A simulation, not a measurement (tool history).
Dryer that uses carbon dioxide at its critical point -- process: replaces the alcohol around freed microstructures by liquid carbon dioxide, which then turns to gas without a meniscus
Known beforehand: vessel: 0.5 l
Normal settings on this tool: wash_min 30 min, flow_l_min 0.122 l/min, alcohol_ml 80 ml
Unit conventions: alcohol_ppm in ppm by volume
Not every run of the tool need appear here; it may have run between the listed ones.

run   hour  wash_min  flow_l_min  alcohol_ml  alcohol_ppm
  1      0        30       0.122          80          564
  2     12        28       0.122          80          803
  3   21.9        30       0.122          80          565
  4   30.2        30       0.122          80          598
  5   39.2        30       0.122          80          564
  6   52.3        30       0.119          80          677
  7   65.3        30       0.119          80          684
  8     77        22       0.122          73         2245
  9   85.4        22       0.122          73         2324
 10   96.4        21       0.122          73         2791
 11  105.6        37       0.122          80          229

What would each run have given without the hidden state, its run-to-run variation left as it was?
What the log doesn't record here: flow that reaches the vessel past the clogged filter, %; alcohol in the recycled carbon dioxide, ppm; drift of the gauge itself on alcohol_ppm, %.
run  alcohol_ppm
  1          238
  2          375
  3          238
  4          254
  5          229
  6          288
  7          283
  8         1210
  9         1245
 10         1527
 11           54

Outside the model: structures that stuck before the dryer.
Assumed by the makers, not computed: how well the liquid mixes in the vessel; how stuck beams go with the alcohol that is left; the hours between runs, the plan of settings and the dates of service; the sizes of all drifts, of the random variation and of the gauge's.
